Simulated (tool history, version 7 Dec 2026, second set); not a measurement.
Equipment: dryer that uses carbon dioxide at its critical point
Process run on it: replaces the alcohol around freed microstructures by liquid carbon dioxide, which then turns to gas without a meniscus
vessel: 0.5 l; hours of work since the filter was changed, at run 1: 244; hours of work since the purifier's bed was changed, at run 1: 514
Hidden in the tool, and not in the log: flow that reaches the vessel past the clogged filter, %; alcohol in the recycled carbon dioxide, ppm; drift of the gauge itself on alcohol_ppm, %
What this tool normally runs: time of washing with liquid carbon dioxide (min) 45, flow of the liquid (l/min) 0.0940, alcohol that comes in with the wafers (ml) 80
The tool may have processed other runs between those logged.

run,hour,time of washing with liquid carbon dioxide (min),flow of the liquid (l/min),alcohol that comes in with the wafers (ml),hours of work since the filter was changed,hours of work since the purifier's bed was changed,alcohol left in the vessel before it's heated (ppm by volume)
1,0.0,45,0.0940,80,244,514,251
# hour 37.4: inlet filter changed
2,43.5,39,0.0940,80,4,545,344
3,74.6,39,0.0940,80,27,568,362
4,106.4,39,0.0940,80,50,591,358
5,167.4,39,0.0940,80,94,635,391
6,222.2,39,0.0940,80,134,675,416
7,255.8,39,0.1350,80,159,699,171
8,308.4,39,0.1350,80,197,737,185
9,364.9,45,0.0940,55,238,778,257
# hour 415.1: inlet filter changed
10,415.2,45,0.0940,55,0,814,215
11,455.1,37,0.0940,80,29,843,488
12,518.0,37,0.0940,80,75,889,535
13,580.4,32,0.0940,80,120,934,1042
14,609.8,45,0.0940,80,141,955,319
# hour 635.0: purifier's bed changed
15,663.3,45,0.0940,80,178,21,129
16,712.3,45,0.0940,80,213,56,146
17,757.0,45,0.0940,70,246,89,136
# hour 793.7: inlet filter changed
18,793.7,45,0.0938,80,0,114,106
19,820.8,45,0.0940,80,20,134,103
20,860.4,45,0.0968,80,48,163,97
21,898.0,45,0.0968,80,76,190,116
22,930.0,33,0.0702,102,99,213,3296
23,972.2,33,0.0702,102,130,244,3555
24,998.3,33,0.0759,61,149,263,1579
25,1037.4,33,0.0738,61,177,291,1911
26,1069.0,42,0.1367,42,200,314,70
27,1129.2,27,0.0575,42,244,358,5825
28,1161.7,27,0.0575,42,267,382,6040
# hour 1168.5: inlet filter changed
29,1201.5,32,0.1059,100,24,410,565
30,1249.9,54,0.1059,25,59,445,94
31,1291.3,54,0.1059,25,89,475,108
32,1325.6,54,0.1059,25,114,500,109
33,1354.8,45,0.1450,80,135,521,120
34,1392.7,63,0.0854,90,163,548,131
35,1450.7,63,0.0854,90,205,591,154
36,1506.2,69,0.1231,90,245,631,132
# hour 1543.4: inlet filter changed
37,1564.7,60,0.0679,23,15,673,172
38,1596.1,45,0.0585,24,38,695,566

What differs in the tool's unlogged condition from the final listed run ahead of each entry between runs to the first listed run following it?
Run 1 -> run 2: inlet filter changed (hour 37.4)
  flow that reaches the vessel past the clogged filter, %: 91.7 -> 99.2; alcohol in the recycled carbon dioxide, ppm: 114.5 -> 120.8
  what was measured, less what the result would be without the hidden state, alcohol left in the vessel before it's heated (ppm by volume): +175 -> +129
Run 9 -> run 10: inlet filter changed (hour 415.1)
  flow that reaches the vessel past the clogged filter, %: 92.5 -> 99.8; alcohol in the recycled carbon dioxide, ppm: 169.2 -> 176
  what was measured, less what the result would be without the hidden state, alcohol left in the vessel before it's heated (ppm by volume): +204 -> +166
Run 14 -> run 15: purifier's bed changed (hour 635.0)
  flow that reaches the vessel past the clogged filter, %: 95.8 -> 94.8; alcohol in the recycled carbon dioxide, ppm: 204.5 -> 9.3
  what was measured, less what the result would be without the hidden state, alcohol left in the vessel before it's heated (ppm by volume): +232 -> +41
Run 17 -> run 18: inlet filter changed (hour 793.7)
  flow that reaches the vessel past the clogged filter, %: 92.8 -> 99.8; alcohol in the recycled carbon dioxide, ppm: 22.8 -> 28.1
  what was measured, less what the result would be without the hidden state, alcohol left in the vessel before it's heated (ppm by volume): +66 -> +24
Run 28 -> run 29: inlet filter changed (hour 1168.5)
  flow that reaches the vessel past the clogged filter, %: 92.1 -> 98.8; alcohol in the recycled carbon dioxide, ppm: 80.8 -> 86.7
  what was measured, less what the result would be without the hidden state, alcohol left in the vessel before it's heated (ppm by volume): +1288 -> +114
Run 36 -> run 37: inlet filter changed (hour 1543.4)
  flow that reaches the vessel past the clogged filter, %: 92.6 -> 99; alcohol in the recycled carbon dioxide, ppm: 133.1 -> 142.3
  what was measured, less what the result would be without the hidden state, alcohol left in the vessel before it's heated (ppm by volume): +129 -> +142
